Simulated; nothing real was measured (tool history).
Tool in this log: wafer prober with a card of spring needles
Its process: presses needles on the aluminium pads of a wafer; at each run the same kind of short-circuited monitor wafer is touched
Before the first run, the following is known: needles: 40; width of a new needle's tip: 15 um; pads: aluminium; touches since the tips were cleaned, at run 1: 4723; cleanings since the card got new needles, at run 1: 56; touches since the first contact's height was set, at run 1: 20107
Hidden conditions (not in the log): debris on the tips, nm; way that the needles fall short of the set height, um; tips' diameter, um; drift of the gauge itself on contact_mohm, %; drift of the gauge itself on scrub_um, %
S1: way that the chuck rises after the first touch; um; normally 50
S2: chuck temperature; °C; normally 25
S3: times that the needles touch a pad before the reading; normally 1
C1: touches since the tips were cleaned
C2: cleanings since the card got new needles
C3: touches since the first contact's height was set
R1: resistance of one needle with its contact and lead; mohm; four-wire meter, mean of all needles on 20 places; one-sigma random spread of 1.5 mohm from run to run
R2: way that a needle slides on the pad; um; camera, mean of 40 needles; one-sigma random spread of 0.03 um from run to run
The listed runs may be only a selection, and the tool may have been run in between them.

run,day,S1,S2,S3,C1,C2,C3,R1,R2
1,0.000,50,25,1,4723,56,20107,143,12.49
# day 0.267: tips cleaned on abrasive film
2,0.529,50,25,1,3759,57,27611,142,12.53
# day 0.867: tips cleaned on abrasive film
# day 1.504: tips cleaned on abrasive film
3,1.554,50,25,3,707,59,42104,142,12.47
# day 2.050: tips cleaned on abrasive film
4,2.567,50,51,3,7394,60,56514,147,12.52
# day 2.679: tips cleaned on abrasive film
# day 3.275: tips cleaned on abrasive film
# day 3.854: tips cleaned on abrasive film
5,3.858,50,51,3,55,63,74771,149,12.53
# day 4.446: tips cleaned on abrasive film
6,4.479,50,51,3,477,64,83581,147,12.46
# day 5.054: tips cleaned on abrasive film
7,5.588,50,51,3,7630,65,99338,150,12.54
# day 5.708: tips cleaned on abrasive film
# day 6.275: tips cleaned on abrasive film
# day 6.850: tips cleaned on abrasive film
8,6.850,50,51,3,0,68,117213,147,12.47
# day 7.429: tips cleaned on abrasive film
9,7.854,50,51,3,6091,69,131481,151,12.47
# day 8.050: tips cleaned on abrasive film
10,8.417,50,51,3,5213,70,139424,147,12.51
# day 8.642: tips cleaned on abrasive film
11,8.967,50,51,3,4654,71,147248,150,12.51
# day 9.267: tips cleaned on abrasive film
# day 9.875: tips cleaned on abrasive film
12,10.096,50,51,3,3174,73,163246,150,12.47
# day 10.467: tips cleaned on abrasive film
13,10.908,50,51,3,6281,74,174771,147,12.51
# day 11.125: tips cleaned on abrasive film
# day 11.729: tips cleaned on abrasive film
14,11.783,50,56,1,766,76,187141,149,12.52
# day 12.304: tips cleaned on abrasive film
15,12.392,50,56,1,1282,77,195790,152,12.50
# day 12.912: tips cleaned on abrasive film
16,13.067,50,25,2,2216,78,205351,144,12.56
# day 13.492: tips cleaned on abrasive film
# day 14.062: tips cleaned on abrasive film
17,14.312,50,45,1,3572,80,223040,147,12.44
# day 14.696: tips cleaned on abrasive film
18,15.008,47,125,1,4505,81,232916,164,11.79
# day 15.162: height of the first contact set anew
# day 15.271: tips cleaned on abrasive film
# day 15.833: tips cleaned on abrasive film
19,16.162,47,125,1,4728,83,14172,166,11.71
# day 16.425: tips cleaned on abrasive film
# day 17.058: tips cleaned on abrasive film
20,17.362,38,27,2,4314,85,31140,149,9.49
# day 17.654: tips cleaned on abrasive film
21,18.183,59,70,1,7552,86,42805,149,14.67
# day 18.288: tips cleaned on abrasive film
# day 18.912: tips cleaned on abrasive film
22,19.096,36,51,2,2657,88,55760,155,8.99
# day 19.533: tips cleaned on abrasive film
23,19.904,36,51,2,5285,89,67225,157,8.99
# day 20.175: tips cleaned on abrasive film
# day 20.754: tips cleaned on abrasive film
24,20.754,68,70,3,0,91,79257,145,17.06
# day 21.367: tips cleaned on abrasive film
25,21.408,31,60,2,560,92,88505,165,7.74
# day 21.954: tips cleaned on abrasive film
26,22.233,65,101,3,3987,93,100238,151,16.25
# day 22.550: tips cleaned on abrasive film
# day 23.158: tips cleaned on abrasive film
27,23.192,52,57,2,458,95,113800,149,13.01
# day 23.754: tips cleaned on abrasive film
28,23.908,52,57,2,2189,96,123965,149,12.95
# day 24.317: tips cleaned on abrasive film
29,24.562,32,60,1,3516,97,133259,164,7.99
# day 24.900: tips cleaned on abrasive film
30,25.308,46,76,1,5877,98,143861,156,11.48
# day 25.508: tips cleaned on abrasive film
# day 26.071: tips cleaned on abrasive film
31,26.125,46,76,1,780,100,155380,155,11.50

What differs in the tool's unlogged condition from the final listed run ahead of each entry between runs to the first listed run following it?
In the gap between runs 1 and 2: tips cleaned on abrasive film (day 0.267)
  debris on the tips, nm: 0.3 -> 0.2
In the gap between runs 2 and 3: tips cleaned on abrasive film (day 0.867); tips cleaned on abrasive film (day 1.504)
  debris on the tips, nm: 0.2 -> 0.1
In the gap between runs 3 and 4: tips cleaned on abrasive film (day 2.050)
  debris on the tips, nm: 0.1 -> 0.3
In the gap between runs 4 and 5: tips cleaned on abrasive film (day 2.679); tips cleaned on abrasive film (day 3.275); tips cleaned on abrasive film (day 3.854)
  debris on the tips, nm: 0.3 -> 0
In the gap between runs 5 and 6: tips cleaned on abrasive film (day 4.446)
  debris on the tips, nm: 0 -> 0.1
In the gap between runs 6 and 7: tips cleaned on abrasive film (day 5.054)
  debris on the tips, nm: 0.1 -> 0.3
In the gap between runs 7 and 8: tips cleaned on abrasive film (day 5.708); tips cleaned on abrasive film (day 6.275); tips cleaned on abrasive film (day 6.850)
  debris on the tips, nm: 0.3 -> 0
In the gap between runs 8 and 9: tips cleaned on abrasive film (day 7.429)
  debris on the tips, nm: 0 -> 0.3; way that the needles fall short of the set height, um: 0 -> 0.01
In the gap between runs 9 and 10: tips cleaned on abrasive film (day 8.050)
  both runs share identical hidden conditions
In the gap between runs 10 and 11: tips cleaned on abrasive film (day 8.642)
  debris on the tips, nm: 0.3 -> 0.2
In the gap between runs 11 and 12: tips cleaned on abrasive film (day 9.267); tips cleaned on abrasive film (day 9.875)
  both runs share identical hidden conditions
In the gap between runs 12 and 13: tips cleaned on abrasive film (day 10.467)
  debris on the tips, nm: 0.2 -> 0.3
In the gap between runs 13 and 14: tips cleaned on abrasive film (day 11.125); tips cleaned on abrasive film (day 11.729)
  debris on the tips, nm: 0.3 -> 0.1
In the gap between runs 14 and 15: tips cleaned on abrasive film (day 12.304)
  both runs share identical hidden conditions
In the gap between runs 15 and 16: tips cleaned on abrasive film (day 12.912)
  both runs share identical hidden conditions
In the gap between runs 16 and 17: tips cleaned on abrasive film (day 13.492); tips cleaned on abrasive film (day 14.062)
  debris on the tips, nm: 0.1 -> 0.2
In the gap between runs 17 and 18: tips cleaned on abrasive film (day 14.696)
  both runs share identical hidden conditions
In the gap between runs 18 and 19: height of the first contact set anew (day 15.162); tips cleaned on abrasive film (day 15.271); tips cleaned on abrasive film (day 15.833)
  way that the needles fall short of the set height, um: 0.01 -> 0
In the gap between runs 19 and 20: tips cleaned on abrasive film (day 16.425); tips cleaned on abrasive film (day 17.058)
  both runs share identical hidden conditions
In the gap between runs 20 and 21: tips cleaned on abrasive film (day 17.654)
  debris on the tips, nm: 0.2 -> 0.3
In the gap between runs 21 and 22: tips cleaned on abrasive film (day 18.288); tips cleaned on abrasive film (day 18.912)
  debris on the tips, nm: 0.3 -> 0.2
In the gap between runs 22 and 23: tips cleaned on abrasive film (day 19.533)
  debris on the tips, nm: 0.2 -> 0.3
In the gap between runs 23 and 24: tips cleaned on abrasive film (day 20.175); tips cleaned on abrasive film (day 20.754)
  debris on the tips, nm: 0.3 -> 0
In the gap between runs 24 and 25: tips cleaned on abrasive film (day 21.367)
  debris on the tips, nm: 0 -> 0.1
In the gap between runs 25 and 26: tips cleaned on abrasive film (day 21.954)
  debris on the tips, nm: 0.1 -> 0.2
In the gap between runs 26 and 27: tips cleaned on abrasive film (day 22.550); tips cleaned on abrasive film (day 23.158)
  debris on the tips, nm: 0.2 -> 0.1; way that the needles fall short of the set height, um: 0 -> 0.01
In the gap between runs 27 and 28: tips cleaned on abrasive film (day 23.754)
  debris on the tips, nm: 0.1 -> 0.2
In the gap between runs 28 and 29: tips cleaned on abrasive film (day 24.317)
  both runs share identical hidden conditions
In the gap between runs 29 and 30: tips cleaned on abrasive film (day 24.900)
  debris on the tips, nm: 0.2 -> 0.3
In the gap between runs 30 and 31: tips cleaned on abrasive film (day 25.508); tips cleaned on abrasive film (day 26.071)
  debris on the tips, nm: 0.3 -> 0.1
